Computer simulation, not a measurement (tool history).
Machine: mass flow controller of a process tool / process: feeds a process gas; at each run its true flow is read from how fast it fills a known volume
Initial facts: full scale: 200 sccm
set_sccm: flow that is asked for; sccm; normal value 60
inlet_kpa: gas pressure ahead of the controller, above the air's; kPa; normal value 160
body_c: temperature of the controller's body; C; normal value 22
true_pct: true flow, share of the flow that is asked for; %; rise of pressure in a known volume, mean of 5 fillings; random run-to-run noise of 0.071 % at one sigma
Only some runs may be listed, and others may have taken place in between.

| run | day | set_sccm | inlet_kpa | body_c | true_pct |
|---|---|---|---|---|---|
| 1 | 0 | 60 | 160 | 22 | 99.55 |
| 2 | 3.438 | 60 | 160 | 22 | 99.6 |
| 3 | 6.033 | 60 | 160 | 22 | 99.52 |
| 4 | 9.288 | 60 | 160 | 22 | 99.48 |
| 5 | 12.192 | 60 | 160 | 23 | 99.45 |
| 6 | 15.596 | 60 | 160 | 23 | 99.26 |
| 7 | 18.55 | 60 | 160 | 23 | 99.48 |
| 8 | 22.038 | 60 | 160 | 23 | 99.37 |
| 9 | 25.346 | 60 | 160 | 23 | 99.41 |
| 10 | 28.762 | 60 | 160 | 23 | 99.45 |
| 11 | 31.6 | 60 | 160 | 23 | 99.59 |
| 12 | 34.725 | 60 | 160 | 23 | 99.43 |
| 13 | 37.933 | 60 | 151 | 22 | 99.66 |
| 14 | 41.517 | 60 | 160 | 22 | 99.53 |
| 15 | 43.879 | 60 | 160 | 22 | 99.59 |
| 16 | 45.942 | 60 | 160 | 21 | 99.65 |
| 17 | 49.379 | 60 | 160 | 21 | 99.66 |
| 18 | 51.904 | 60 | 160 | 21 | 99.62 |
| 19 | 54.35 | 60 | 160 | 22 | 99.53 |
| 20 | 56.617 | 29 | 170 | 35 | 97.99 |
| 21 | 59.846 | 29 | 267 | 22 | 99.94 |
| 22 | 63.283 | 29 | 196 | 22 | 99.57 |
| 23 | 64.9 | 24 | 196 | 35 | 98 |
| 24 | 67.604 | 143 | 160 | 20 | 100.13 |
| 25 | 69.438 | 143 | 160 | 20 | 100.1 |
| 26 | 72.621 | 143 | 160 | 20 | 100.22 |
| 27 | 74.575 | 143 | 160 | 20 | 100.05 |
| 28 | 76.642 | 143 | 160 | 20 | 100.12 |
| 29 | 78.1 | 143 | 160 | 22 | 100.03 |
| 30 | 79.958 | 60 | 170 | 22 | 99.51 |
| 31 | 82.458 | 112 | 160 | 24 | 99.67 |
| 32 | 85.512 | 57 | 277 | 33 | 98.7 |
| 33 | 87.958 | 141 | 232 | 24 | 100.14 |
| 34 | 91.271 | 28 | 160 | 22 | 99.31 |
| 35 | 93.912 | 140 | 219 | 32 | 98.98 |
| 36 | 96.717 | 52 | 219 | 24 | 99.51 |
| 37 | 98.308 | 60 | 156 | 33 | 98.31 |

Alternative continuations, all from the tool just after run 37; predict every row:
| A | 99.783 | 60 | 216 | 28 | ? |
| B | 99.783 | 54 | 156 | 22 | ? |
| C | 99.783 | 23 | 160 | 21 | ? |

| run | true_pct |
|---|---|
| A | 99.01 |
| B | 99.5 |
| C | 99.39 |
Had the tool no hidden state, the same runs would have come out as:
| run | true_pct |
|---|---|
| A | 99.02 |
| B | 99.51 |
| C | 99.4 |

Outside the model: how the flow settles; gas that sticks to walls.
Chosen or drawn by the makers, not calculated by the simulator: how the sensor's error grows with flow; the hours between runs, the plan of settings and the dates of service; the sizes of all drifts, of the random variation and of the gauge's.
